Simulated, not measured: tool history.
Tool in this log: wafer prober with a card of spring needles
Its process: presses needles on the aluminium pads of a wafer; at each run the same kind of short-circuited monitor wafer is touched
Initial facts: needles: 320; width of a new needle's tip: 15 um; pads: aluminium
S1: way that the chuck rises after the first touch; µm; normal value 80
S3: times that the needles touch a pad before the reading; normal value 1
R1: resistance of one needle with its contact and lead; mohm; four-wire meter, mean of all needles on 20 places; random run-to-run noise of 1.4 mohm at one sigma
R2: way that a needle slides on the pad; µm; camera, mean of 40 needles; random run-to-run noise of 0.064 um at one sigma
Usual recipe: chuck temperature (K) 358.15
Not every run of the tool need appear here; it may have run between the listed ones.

run 1 hour=0 | S1=80 chuck_temperature_(K)=358.15 S3=1 | R1=140 R2=10.96
-- hour=3.1 tips cleaned on abrasive film
-- hour=8.3 tips cleaned on abrasive film
run 2 hour=9 | S1=80 chuck_temperature_(K)=358.15 S3=1 | R1=135 R2=10.91
-- hour=13.5 tips cleaned on abrasive film
run 3 hour=15.9 | S1=80 chuck_temperature_(K)=358.15 S3=1 | R1=142 R2=10.97
-- hour=19 tips cleaned on abrasive film
-- hour=24.3 tips cleaned on abrasive film
run 4 hour=26.3 | S1=80 chuck_temperature_(K)=358.15 S3=1 | R1=139 R2=10.83
-- hour=30.3 tips cleaned on abrasive film
run 5 hour=33.8 | S1=80 chuck_temperature_(K)=358.15 S3=1 | R1=148 R2=10.77
-- hour=35.5 tips cleaned on abrasive film
-- hour=40.8 tips cleaned on abrasive film
run 6 hour=41.1 | S1=80 chuck_temperature_(K)=330.15 S3=1 | R1=130 R2=10.77
-- hour=46.3 tips cleaned on abrasive film
run 7 hour=49.7 | S1=80 chuck_temperature_(K)=330.15 S3=1 | R1=142 R2=10.73
-- hour=51.7 tips cleaned on abrasive film
-- hour=57.2 tips cleaned on abrasive film
run 8 hour=58.3 | S1=80 chuck_temperature_(K)=330.15 S3=1 | R1=137 R2=10.82
-- hour=62.4 tips cleaned on abrasive film
run 9 hour=63.1 | S1=80 chuck_temperature_(K)=358.15 S3=1 | R1=138 R2=10.81
-- hour=67.8 tips cleaned on abrasive film
-- hour=73.3 tips cleaned on abrasive film
run 10 hour=73.3 | S1=80 chuck_temperature_(K)=358.15 S3=1 | R1=134 R2=10.84
-- hour=76.3 height of the first contact set anew
-- hour=79.1 tips cleaned on abrasive film
run 11 hour=80.8 | S1=80 chuck_temperature_(K)=358.15 S3=1 | R1=142 R2=11.56
-- hour=84.4 tips cleaned on abrasive film
run 12 hour=87.4 | S1=80 chuck_temperature_(K)=358.15 S3=1 | R1=143 R2=11.45
-- hour=90 tips cleaned on abrasive film
run 13 hour=93.6 | S1=80 chuck_temperature_(K)=358.15 S3=1 | R1=147 R2=11.49
-- hour=95.4 tips cleaned on abrasive film
-- hour=101 tips cleaned on abrasive film
run 14 hour=101 | S1=99 chuck_temperature_(K)=358.15 S3=1 | R1=126 R2=14.15
-- hour=106.5 tips cleaned on abrasive film
run 15 hour=106.8 | S1=99 chuck_temperature_(K)=358.15 S3=1 | R1=130 R2=14.15
-- hour=112.1 tips cleaned on abrasive film
run 16 hour=115.1 | S1=77 chuck_temperature_(K)=358.15 S3=1 | R1=145 R2=11.02
-- hour=117.8 tips cleaned on abrasive film
run 17 hour=121.8 | S1=99 chuck_temperature_(K)=315.15 S3=2 | R1=129 R2=14.2
-- hour=123.7 tips cleaned on abrasive film
run 18 hour=128 | S1=99 chuck_temperature_(K)=315.15 S3=2 | R1=131 R2=14.26
-- hour=129.4 tips cleaned on abrasive film
run 19 hour=132.8 | S1=99 chuck_temperature_(K)=315.15 S3=2 | R1=127 R2=14.13
-- hour=134.9 tips cleaned on abrasive film
-- hour=140.3 tips cleaned on abrasive film
run 20 hour=142.2 | S1=99 chuck_temperature_(K)=344.15 S3=1 | R1=133 R2=14.07
-- hour=145.7 tips cleaned on abrasive film
run 21 hour=149.5 | S1=99 chuck_temperature_(K)=344.15 S3=1 | R1=139 R2=14.1
-- hour=151.3 tips cleaned on abrasive film
-- hour=156.4 tips cleaned on abrasive film
run 22 hour=159.2 | S1=64 chuck_temperature_(K)=329.15 S3=2 | R1=140 R2=9.11
-- hour=161.7 tips cleaned on abrasive film
run 23 hour=164.9 | S1=98 chuck_temperature_(K)=334.15 S3=1 | R1=135 R2=13.91
-- hour=167.3 tips cleaned on abrasive film
-- hour=172.4 tips cleaned on abrasive film
run 24 hour=172.5 | S1=74 chuck_temperature_(K)=299.15 S3=2 | R1=125 R2=10.46
-- hour=177.6 tips cleaned on abrasive film
run 25 hour=180.7 | S1=63 chuck_temperature_(K)=304.15 S3=2 | R1=141 R2=8.96
-- hour=183 tips cleaned on abrasive film
-- hour=188.3 tips cleaned on abrasive film
run 26 hour=188.7 | S1=80 chuck_temperature_(K)=358.15 S3=3 | R1=131 R2=11.32
-- hour=193.5 tips cleaned on abrasive film
run 27 hour=193.5 | S1=68 chuck_temperature_(K)=313.15 S3=1 | R1=130 R2=9.45
-- hour=198.6 tips cleaned on abrasive film
run 28 hour=203.2 | S1=68 chuck_temperature_(K)=313.15 S3=1 | R1=154 R2=9.53
-- hour=203.9 tips cleaned on abrasive film
-- hour=209.7 tips cleaned on abrasive film
run 29 hour=212.8 | S1=95 chuck_temperature_(K)=358.15 S3=3 | R1=133 R2=13.34
-- hour=215.1 tips cleaned on abrasive film
-- hour=220.3 tips cleaned on abrasive film
run 30 hour=221.6 | S1=78 chuck_temperature_(K)=315.15 S3=1 | R1=136 R2=10.81
-- hour=225.6 tips cleaned on abrasive film
run 31 hour=230 | S1=77 chuck_temperature_(K)=358.15 S3=1 | R1=150 R2=10.75

Some steps in R1 between neighbouring runs. How much of each would the tool show without its hidden state too (settings, what came in, random variation), and how much is left for the hidden state, with any gauge scatter that isn't in both results?
Hidden state present: debris on the tips, nm; way that the needles fall short of the set height, um; tips' diameter, um; drift of the gauge itself on contact_mohm, %; drift of the gauge itself on scrub_um, %.
Run 13 -> 14: S1 80 -> 99, tips cleaned on abrasive film, tips cleaned on abrasive film. R1 -21 mohm: hidden state -15, all else -6.
Run 27 -> 28: tips cleaned on abrasive film. R1 +24 mohm: hidden state +25, all else -1.
Run 28 -> 29: S1 68 -> 95, chuck temperature (K) 313.15 -> 358.15, S3 1 -> 3, tips cleaned on abrasive film, tips cleaned on abrasive film. R1 -21 mohm: hidden state -25, all else +4.

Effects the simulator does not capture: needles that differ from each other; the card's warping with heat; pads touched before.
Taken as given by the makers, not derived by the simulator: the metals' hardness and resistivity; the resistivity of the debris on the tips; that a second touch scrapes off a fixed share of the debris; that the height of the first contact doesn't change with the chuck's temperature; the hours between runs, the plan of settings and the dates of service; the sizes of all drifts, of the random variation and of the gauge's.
